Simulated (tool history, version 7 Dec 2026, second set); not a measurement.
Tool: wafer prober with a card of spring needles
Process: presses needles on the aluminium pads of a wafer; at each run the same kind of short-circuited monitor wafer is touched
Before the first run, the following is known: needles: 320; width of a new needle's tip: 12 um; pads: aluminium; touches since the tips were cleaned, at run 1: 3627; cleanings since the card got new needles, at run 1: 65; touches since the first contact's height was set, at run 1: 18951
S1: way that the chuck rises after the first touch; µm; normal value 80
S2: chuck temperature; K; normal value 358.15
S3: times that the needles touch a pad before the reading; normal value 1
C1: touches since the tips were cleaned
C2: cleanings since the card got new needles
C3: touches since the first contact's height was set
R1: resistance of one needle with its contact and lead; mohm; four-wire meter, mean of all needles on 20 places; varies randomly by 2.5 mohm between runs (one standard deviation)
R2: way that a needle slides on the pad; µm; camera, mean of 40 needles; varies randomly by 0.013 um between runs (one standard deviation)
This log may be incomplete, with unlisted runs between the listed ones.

run	hour	S1	S2	S3	C1	C2	C3	R1	R2
1	0.0	80	358.15	1	3627	65	18951	410	14.39
# hour 3.3: tips cleaned on abrasive film
# hour 11.9: tips cleaned on abrasive film
# hour 20.7: tips cleaned on abrasive film
2	20.7	80	358.15	1	0	68	30802	295	14.37
# hour 30.3: tips cleaned on abrasive film
3	32.0	80	358.15	1	1029	69	37318	350	14.34
# hour 38.7: tips cleaned on abrasive film
4	45.8	69	358.15	1	4154	70	45264	465	12.34
# hour 47.6: tips cleaned on abrasive film
# hour 56.1: tips cleaned on abrasive film
# hour 65.0: tips cleaned on abrasive film
5	67.9	80	358.15	3	1655	73	57877	319	14.25
# hour 74.0: tips cleaned on abrasive film
# hour 82.5: tips cleaned on abrasive film
6	82.9	80	358.15	3	228	75	66486	295	14.24
# hour 90.8: tips cleaned on abrasive film
# hour 100.7: tips cleaned on abrasive film
7	101.1	80	358.15	3	242	77	76959	292	14.19
# hour 109.4: tips cleaned on abrasive film
8	113.2	80	358.15	3	2227	78	83909	320	14.15
# hour 117.7: tips cleaned on abrasive film
# hour 118.9: height of the first contact set anew
9	122.5	80	358.15	3	2608	79	2089	333	14.48
# hour 126.6: tips cleaned on abrasive film
10	133.6	80	358.15	3	4044	80	8438	334	14.47
# hour 135.5: tips cleaned on abrasive film
# hour 145.0: tips cleaned on abrasive film
# hour 153.7: tips cleaned on abrasive film
11	155.6	80	358.15	3	1100	83	21058	315	14.42
# hour 162.5: tips cleaned on abrasive film
# hour 171.0: tips cleaned on abrasive film
12	171.5	80	358.15	3	249	85	30136	294	14.39

Forecast each of these 5 alternatives for the next run:
# hour 180.7: tips cleaned on abrasive film
# hour 190.3: tips cleaned on abrasive film
A	192.8	82	349.15	1	1468	87	42422	?	?
# hour 180.7: tips cleaned on abrasive film
# hour 190.3: tips cleaned on abrasive film
B	192.8	80	304.15	3	1468	87	42422	?	?
# hour 180.7: tips cleaned on abrasive film
# hour 190.3: tips cleaned on abrasive film
C	192.8	80	363.15	1	1468	87	42422	?	?
# hour 180.7: tips cleaned on abrasive film
# hour 190.3: tips cleaned on abrasive film
D	192.8	80	323.15	1	1468	87	42422	?	?
# hour 180.7: tips cleaned on abrasive film
# hour 190.3: tips cleaned on abrasive film
E	192.8	66	358.15	2	1468	87	42422	?	?

run	R1	R2
A	375	14.73
B	309	14.37
C	389	14.33
D	381	14.36
E	380	11.81
Without the tool's unlogged condition, the same runs would have read:
run	R1	R2
A	274	14.86
B	266	14.50
C	284	14.46
D	270	14.49
E	288	11.93
